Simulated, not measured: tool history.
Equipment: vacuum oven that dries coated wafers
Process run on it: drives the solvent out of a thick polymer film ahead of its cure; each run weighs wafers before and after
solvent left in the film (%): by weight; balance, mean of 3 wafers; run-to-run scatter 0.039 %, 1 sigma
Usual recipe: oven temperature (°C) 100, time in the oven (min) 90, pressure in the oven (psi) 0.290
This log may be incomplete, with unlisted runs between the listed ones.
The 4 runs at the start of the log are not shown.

run,hour,oven temperature (°C),time in the oven (min),pressure in the oven (psi),solvent left in the film (%)
# hour 124.5: oven's thermocouples calibrated
5,141.4,100,90,0.602,4.11
6,165.7,100,90,0.602,4.18
# hour 206.2: oven's thermocouples calibrated, once more
7,206.4,85,90,0.290,7.23
8,246.1,100,96,0.290,2.49
9,270.0,100,90,0.278,2.56
10,294.8,100,148,0.290,2.14
11,332.1,100,148,1.091,7.40
12,369.0,100,148,0.205,1.61
13,409.5,100,148,0.205,1.57
14,447.2,100,148,0.205,1.65
15,477.8,100,48,0.290,4.30
16,504.1,100,48,0.290,4.25
17,522.9,100,48,0.290,4.38
18,558.9,100,48,0.290,4.34
19,602.6,100,90,0.290,2.68
20,638.7,88,90,0.290,6.14
21,665.4,114,112,0.554,2.37
22,687.2,114,106,0.891,3.66
23,710.6,91,73,0.281,5.76
24,753.4,92,73,0.422,6.35
25,775.4,100,122,0.290,2.28

Run 26 has not been measured yet. What should we expect?
26,802.2,100,49,0.174,?

{"run 26": {"solvent left in the film (%)": 3.46}}
Take away the tool's hidden state, keep the run-to-run variation as it was, and the same run would have given solvent left in the film (%) 3.48.
